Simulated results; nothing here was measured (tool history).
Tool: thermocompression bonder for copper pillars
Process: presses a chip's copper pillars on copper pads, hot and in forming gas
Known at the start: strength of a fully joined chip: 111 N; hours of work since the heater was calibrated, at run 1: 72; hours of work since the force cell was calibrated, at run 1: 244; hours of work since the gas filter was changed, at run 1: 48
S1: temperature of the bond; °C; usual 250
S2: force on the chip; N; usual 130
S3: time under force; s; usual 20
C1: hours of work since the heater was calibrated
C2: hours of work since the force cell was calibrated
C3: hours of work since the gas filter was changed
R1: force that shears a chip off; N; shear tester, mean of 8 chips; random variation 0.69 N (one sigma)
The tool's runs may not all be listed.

{"run": 1, "day": 0.0, "S1": 250, "S2": 130, "S3": 20, "C1": 72, "C2": 244, "C3": 48, "R1": 45.3}
{"run": 2, "day": 0.408, "S1": 250, "S2": 84, "S3": 20, "C1": 79, "C2": 252, "C3": 55, "R1": 28.3}
{"run": 3, "day": 0.592, "S1": 250, "S2": 124, "S3": 20, "C1": 83, "C2": 255, "C3": 58, "R1": 42.9}
{"run": 4, "day": 1.029, "S1": 250, "S2": 124, "S3": 20, "C1": 90, "C2": 263, "C3": 66, "R1": 43.6}
{"run": 5, "day": 1.338, "S1": 250, "S2": 124, "S3": 20, "C1": 96, "C2": 268, "C3": 72, "R1": 42.2}
{"run": 6, "day": 1.575, "S1": 250, "S2": 124, "S3": 20, "C1": 100, "C2": 272, "C3": 76, "R1": 42.0}
{"run": 7, "day": 1.975, "S1": 250, "S2": 124, "S3": 20, "C1": 107, "C2": 279, "C3": 83, "R1": 42.0}
{"run": 8, "day": 2.192, "S1": 250, "S2": 130, "S3": 20, "C1": 111, "C2": 283, "C3": 87, "R1": 44.4}
{"run": 9, "day": 2.633, "S1": 250, "S2": 104, "S3": 20, "C1": 119, "C2": 291, "C3": 95, "R1": 35.7}
{"run": 10, "day": 3.004, "S1": 275, "S2": 104, "S3": 20, "C1": 125, "C2": 298, "C3": 101, "R1": 52.9}
{"run": 11, "day": 3.338, "S1": 262, "S2": 152, "S3": 25, "C1": 131, "C2": 304, "C3": 107, "R1": 66.9}
{"run": 12, "day": 3.771, "S1": 250, "S2": 87, "S3": 20, "C1": 139, "C2": 311, "C3": 115, "R1": 28.1}
{"run": 13, "day": 4.125, "S1": 251, "S2": 106, "S3": 20, "C1": 145, "C2": 318, "C3": 121, "R1": 36.2}
{"run": 14, "day": 4.438, "S1": 235, "S2": 123, "S3": 20, "C1": 151, "C2": 323, "C3": 127, "R1": 30.6}
{"run": 15, "day": 4.729, "S1": 246, "S2": 123, "S3": 38, "C1": 156, "C2": 328, "C3": 132, "R1": 49.5}
{"run": 16, "day": 5.033, "S1": 247, "S2": 106, "S3": 14, "C1": 162, "C2": 334, "C3": 137, "R1": 28.8}
{"run": 17, "day": 5.454, "S1": 234, "S2": 106, "S3": 14, "C1": 169, "C2": 341, "C3": 145, "R1": 21.2}
{"run": 18, "day": 5.679, "S1": 238, "S2": 187, "S3": 41, "C1": 173, "C2": 345, "C3": 149, "R1": 63.1}
{"run": 19, "day": 6.008, "S1": 238, "S2": 187, "S3": 41, "C1": 179, "C2": 351, "C3": 155, "R1": 61.7}
{"run": 20, "day": 6.212, "S1": 238, "S2": 187, "S3": 41, "C1": 182, "C2": 355, "C3": 158, "R1": 61.7}

4 ways to go on from here, each from the tool as it stands after run 20. What would each give?
{"run": "A", "day": 6.467, "S1": 249, "S2": 171, "S3": 49, "C1": 187, "C2": 359, "C3": 163, "R1": "?"}
{"run": "B", "day": 6.467, "S1": 260, "S2": 83, "S3": 31, "C1": 187, "C2": 359, "C3": 163, "R1": "?"}
{"run": "C", "day": 6.467, "S1": 272, "S2": 187, "S3": 41, "C1": 187, "C2": 359, "C3": 163, "R1": "?"}
{"run": "D", "day": 6.467, "S1": 247, "S2": 147, "S3": 12, "C1": 187, "C2": 359, "C3": 163, "R1": "?"}

run=A R1=71.9
run=B R1=38.7
run=C R1=90.5
run=D R1=36.4
Without the tool's hidden state the same runs would have given:
run=A R1=79.4
run=B R1=43.6
run=C R1=98.1
run=D R1=41.3
